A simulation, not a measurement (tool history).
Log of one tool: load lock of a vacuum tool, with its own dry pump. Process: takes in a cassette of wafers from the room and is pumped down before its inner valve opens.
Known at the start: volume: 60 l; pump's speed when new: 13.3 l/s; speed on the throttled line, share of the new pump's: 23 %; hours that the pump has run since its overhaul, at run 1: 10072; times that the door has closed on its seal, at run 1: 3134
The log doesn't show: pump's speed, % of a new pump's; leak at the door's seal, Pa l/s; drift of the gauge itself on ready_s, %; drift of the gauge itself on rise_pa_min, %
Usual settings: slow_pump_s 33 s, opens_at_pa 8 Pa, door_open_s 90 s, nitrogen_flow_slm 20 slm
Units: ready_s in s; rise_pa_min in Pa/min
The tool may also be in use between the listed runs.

run    hour  slow_pump_s  opens_at_pa  door_open_s  nitrogen_flow_slm  hours that the pump has run since its overhaul  times that the door has closed on its seal  incoming humidity of the room's air, %  ready_s  rise_pa_min
  1       0           33            8           90                 20                                           10072                                        3134                                      47     68.4         0.05
  2    74.4           33            8           90                 20                                           10147                                        3330                                    46.2     68.4        0.047
  3   183.1           33            8           90                 20                                           10255                                        3616                                      46     68.7        0.052
  4   279.6           33            8           90                 20                                           10352                                        3870                                    43.6       68        0.046
  5   369.9           33            8           90                 20                                           10442                                        4107                                    46.7       69        0.044
  6   447.2           33            8          128                 20                                           10520                                        4310                                      47     69.1        0.053
  7   534.9           33            8          128                 20                                           10607                                        4541                                    47.4     68.5        0.061
  8   592.5           33            8          128                 20                                           10665                                        4693                                    47.8     68.5        0.052
  9     672           33            8          128                 20                                           10744                                        4902                                    47.9     68.2        0.057
 10   799.5           33            8          128                 20                                           10872                                        5237                                      45     69.1        0.057
 11   869.3           33            8          128                 20                                           10942                                        5420                                    43.5     68.6        0.051
 12   991.8           33            8          122                 20                                           11064                                        5743                                      48     68.8        0.057
 13  1110.4           33            8           90                 20                                           11183                                        6055                                    44.6     68.7        0.044
 14  1233.7           33            8           90                 20                                           11306                                        6379                                    44.6     67.9        0.047
 15  1359.5           33            8           90                 43                                           11432                                        6710                                    44.8     69.2         0.03
 16  1417.2           33            8           90                 43                                           11490                                        6861                                    43.1     68.7        0.032
 17  1539.1           33            8           90                 43                                           11611                                        7182                                    45.2     68.3        0.031
 18  1590.9           33            8           28                 17                                           11663                                        7318                                    47.3     68.2        0.039
 19  1691.5           59            7           88                 10                                           11764                                        7583                                    42.9     89.3        0.056
 20  1804.9           33            8           57                 14                                           11877                                        7881                                    46.3     68.2        0.048
 21  1856.3           42            8           31                  7                                           11929                                        8016                                      45     75.3        0.045
 22  1913.5           20           11           90                 43                                           11986                                        8167                                    47.4     56.7        0.033
 23  2033.4           20           11           90                 43                                           12106                                        8482                                    44.8     57.2        0.036
 24  2144.2           20           11           90                 43                                           12217                                        8773                                    46.1     57.2        0.025
 25  2269.5           20           11           90                 43                                           12342                                        9103                                    47.5     57.3        0.035
 26    2382           19           14          219                 14                                           12454                                        9398                                    44.3     54.4        0.074
 27  2484.1           40            8           45                 20                                           12556                                        9667                                    41.7     73.6        0.031
 28  2607.7           40            6          228                  7                                           12680                                        9992                                    40.4     75.4        0.082

Forecast each of these 3 alternatives for the next run:
  A  2688.9           33            8           53                 20                                           12761                                       10206                                      45        ?            ?
  B  2688.9           26            8           90                  7                                           12761                                       10206                                    46.9        ?            ?
  C  2688.9           20           13          228                  8                                           12761                                       10206                                    44.3        ?            ?

run  ready_s  rise_pa_min
  A     68.3        0.046
  B     63.5        0.067
  C       56        0.086
Without the tool's hidden state the same runs would have given:
run  ready_s  rise_pa_min
  A     68.3        0.046
  B     63.5        0.067
  C     55.9        0.086

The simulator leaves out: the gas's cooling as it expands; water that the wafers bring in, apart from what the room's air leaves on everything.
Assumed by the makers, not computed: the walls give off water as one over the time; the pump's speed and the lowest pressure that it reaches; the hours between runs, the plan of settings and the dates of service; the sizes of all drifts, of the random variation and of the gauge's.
